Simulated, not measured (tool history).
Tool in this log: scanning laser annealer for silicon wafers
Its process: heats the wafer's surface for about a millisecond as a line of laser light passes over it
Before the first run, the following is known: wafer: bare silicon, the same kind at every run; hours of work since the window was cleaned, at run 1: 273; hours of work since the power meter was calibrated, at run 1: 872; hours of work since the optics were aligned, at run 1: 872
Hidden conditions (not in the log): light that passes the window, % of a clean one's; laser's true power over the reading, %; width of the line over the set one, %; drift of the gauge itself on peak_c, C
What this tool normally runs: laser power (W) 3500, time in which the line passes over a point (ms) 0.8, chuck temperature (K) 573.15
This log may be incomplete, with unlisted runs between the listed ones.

| run | hour | laser power (W) | time in which the line passes over a point (ms) | chuck temperature (K) | hours of work since the window was cleaned | hours of work since the power meter was calibrated | hours of work since the optics were aligned | highest temperature of the surface (K) |
|---|---|---|---|---|---|---|---|---|
| 1 | 0 | 3500 | 0.8 | 573.15 | 273 | 872 | 872 | 1335.15 |
| 2 | 38.6 | 3500 | 0.8 | 573.15 | 299 | 899 | 899 | 1333.15 |
| 3 | 64 | 3500 | 0.8 | 573.15 | 317 | 916 | 916 | 1335.15 |
| 4 | 99.2 | 3500 | 0.968 | 573.15 | 341 | 940 | 940 | 1404.15 |
| 5 | 123.6 | 3500 | 0.968 | 573.15 | 357 | 957 | 957 | 1400.15 |
| 6 | 142.2 | 3500 | 0.968 | 573.15 | 370 | 970 | 970 | 1398.15 |
| 7 | 169.6 | 3500 | 0.968 | 573.15 | 389 | 989 | 989 | 1402.15 |
| 8 | 189.6 | 3055 | 0.8 | 573.15 | 403 | 1002 | 1002 | 1231.15 |
| 9 | 209.3 | 3055 | 0.8 | 573.15 | 416 | 1016 | 1016 | 1232.15 |
| 10 | 228.3 | 3055 | 0.8 | 573.15 | 429 | 1029 | 1029 | 1233.15 |
| 11 | 249.5 | 3176 | 0.8 | 573.15 | 444 | 1043 | 1043 | 1255.15 |
| 12 | 274.9 | 3176 | 0.8 | 573.15 | 461 | 1061 | 1061 | 1259.15 |
| 13 | 313.6 | 3176 | 0.8 | 573.15 | 488 | 1087 | 1087 | 1257.15 |
| 14 | 344.4 | 3495 | 0.812 | 598.15 | 509 | 1108 | 1108 | 1357.15 |
| 15 | 371.2 | 3500 | 0.8 | 574.15 | 527 | 1127 | 1127 | 1326.15 |
| 16 | 406 | 3459 | 0.83 | 566.15 | 551 | 1151 | 1151 | 1321.15 |
| 17 | 429.5 | 3459 | 0.83 | 566.15 | 567 | 1167 | 1167 | 1323.15 |
| 18 | 467.9 | 3165 | 0.796 | 599.15 | 594 | 1193 | 1193 | 1277.15 |
| 19 | 488.5 | 3517 | 0.654 | 541.15 | 608 | 1207 | 1207 | 1223.15 |
| 20 | 521 | 3432 | 0.918 | 542.15 | 630 | 1230 | 1230 | 1331.15 |
| 21 | 559.2 | 3432 | 0.918 | 542.15 | 656 | 1256 | 1256 | 1325.15 |
| 22 | 581.2 | 3432 | 0.918 | 542.15 | 671 | 1271 | 1271 | 1330.15 |
|  | 620.9 | optics aligned, line set to its width |
| 23 | 620.9 | 3432 | 0.918 | 542.15 | 695 | 1295 | 0 | 1337.15 |
|  | 650.8 | window over the wafer cleaned |
| 24 | 657.7 | 3235 | 0.644 | 577.15 | 5 | 1318 | 24 | 1218.15 |
| 25 | 690 | 3235 | 0.644 | 577.15 | 27 | 1341 | 46 | 1218.15 |
| 26 | 712.2 | 3235 | 0.644 | 577.15 | 42 | 1356 | 61 | 1221.15 |

4 ways to go on from here, each from the tool as it stands after run 26. What would each give?
| A | 732.2 | 3239 | 0.644 | 536.15 | 56 | 1370 | 75 | ? |
| B | 732.2 | 3500 | 0.915 | 561.15 | 56 | 1370 | 75 | ? |
| C | 732.2 | 3660 | 0.644 | 612.15 | 56 | 1370 | 75 | ? |
| D | 732.2 | 3046 | 0.701 | 606.15 | 56 | 1370 | 75 | ? |

| run | highest temperature of the surface (K) |
|---|---|
| A | 1176.15 |
| B | 1382.15 |
| C | 1338.15 |
| D | 1233.15 |
With no hidden state in the tool, these same runs would have given:
| run | highest temperature of the surface (K) |
|---|---|
| A | 1178.15 |
| B | 1384.15 |
| C | 1339.15 |
| D | 1234.15 |

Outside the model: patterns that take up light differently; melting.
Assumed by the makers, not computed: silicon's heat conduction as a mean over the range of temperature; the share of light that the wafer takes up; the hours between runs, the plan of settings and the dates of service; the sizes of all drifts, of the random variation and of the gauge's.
